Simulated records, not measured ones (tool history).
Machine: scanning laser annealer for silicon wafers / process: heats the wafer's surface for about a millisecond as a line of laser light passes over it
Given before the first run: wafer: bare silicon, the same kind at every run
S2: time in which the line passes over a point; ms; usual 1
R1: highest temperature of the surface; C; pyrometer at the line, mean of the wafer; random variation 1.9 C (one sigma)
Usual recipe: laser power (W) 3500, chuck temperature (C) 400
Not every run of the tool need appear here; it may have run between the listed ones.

{"run": 1, "day": 0.0, "laser power (W)": 3500, "S2": 1, "chuck temperature (C)": 400, "R1": 1153}
{"run": 2, "day": 0.362, "laser power (W)": 3500, "S2": 1, "chuck temperature (C)": 400, "R1": 1194}
{"run": 3, "day": 0.879, "laser power (W)": 3500, "S2": 0.78, "chuck temperature (C)": 400, "R1": 1090}
{"run": 4, "day": 1.262, "laser power (W)": 3682, "S2": 1, "chuck temperature (C)": 400, "R1": 1245}
{"run": 5, "day": 1.596, "laser power (W)": 3500, "S2": 1, "chuck temperature (C)": 387, "R1": 1178}
{"run": 6, "day": 1.858, "laser power (W)": 3500, "S2": 1, "chuck temperature (C)": 387, "R1": 1183}
{"run": 7, "day": 2.354, "laser power (W)": 3500, "S2": 1, "chuck temperature (C)": 387, "R1": 1183}
{"run": 8, "day": 2.754, "laser power (W)": 3500, "S2": 1, "chuck temperature (C)": 387, "R1": 1182}
{"run": 9, "day": 3.062, "laser power (W)": 3451, "S2": 1, "chuck temperature (C)": 387, "R1": 1172}
{"run": 10, "day": 3.5, "laser power (W)": 3492, "S2": 1, "chuck temperature (C)": 400, "R1": 1189}
{"run": 11, "day": 3.908, "laser power (W)": 3492, "S2": 1, "chuck temperature (C)": 400, "R1": 1191}
{"run": 12, "day": 4.375, "laser power (W)": 3724, "S2": 0.71, "chuck temperature (C)": 409, "R1": 1108}
{"run": 13, "day": 4.875, "laser power (W)": 3724, "S2": 0.71, "chuck temperature (C)": 409, "R1": 1103}
{"run": 14, "day": 5.196, "laser power (W)": 3724, "S2": 0.71, "chuck temperature (C)": 409, "R1": 1101}
{"run": 15, "day": 5.696, "laser power (W)": 3602, "S2": 0.97, "chuck temperature (C)": 420, "R1": 1222}
{"run": 16, "day": 6.092, "laser power (W)": 3759, "S2": 0.96, "chuck temperature (C)": 428, "R1": 1266}
{"run": 17, "day": 6.592, "laser power (W)": 3500, "S2": 0.77, "chuck temperature (C)": 396, "R1": 1078}
{"run": 18, "day": 7.092, "laser power (W)": 3500, "S2": 0.77, "chuck temperature (C)": 396, "R1": 1075}
{"run": 19, "day": 7.55, "laser power (W)": 3076, "S2": 0.78, "chuck temperature (C)": 400, "R1": 995}
{"run": 20, "day": 8.038, "laser power (W)": 3692, "S2": 0.92, "chuck temperature (C)": 383, "R1": 1181}
{"run": 21, "day": 8.488, "laser power (W)": 3692, "S2": 0.92, "chuck temperature (C)": 383, "R1": 1183}

Not shown: 1 entry that the log had between the listed runs. Between which runs, and how does the tool's hidden state differ before and after?
In the gap between runs 1 and 2: window over the wafer cleaned (day 0.362)
  light that passes the window, % of a clean one's: 94.92 -> 99.9
  measured value less the no-hidden-state value, R1: -56 -> -11 C
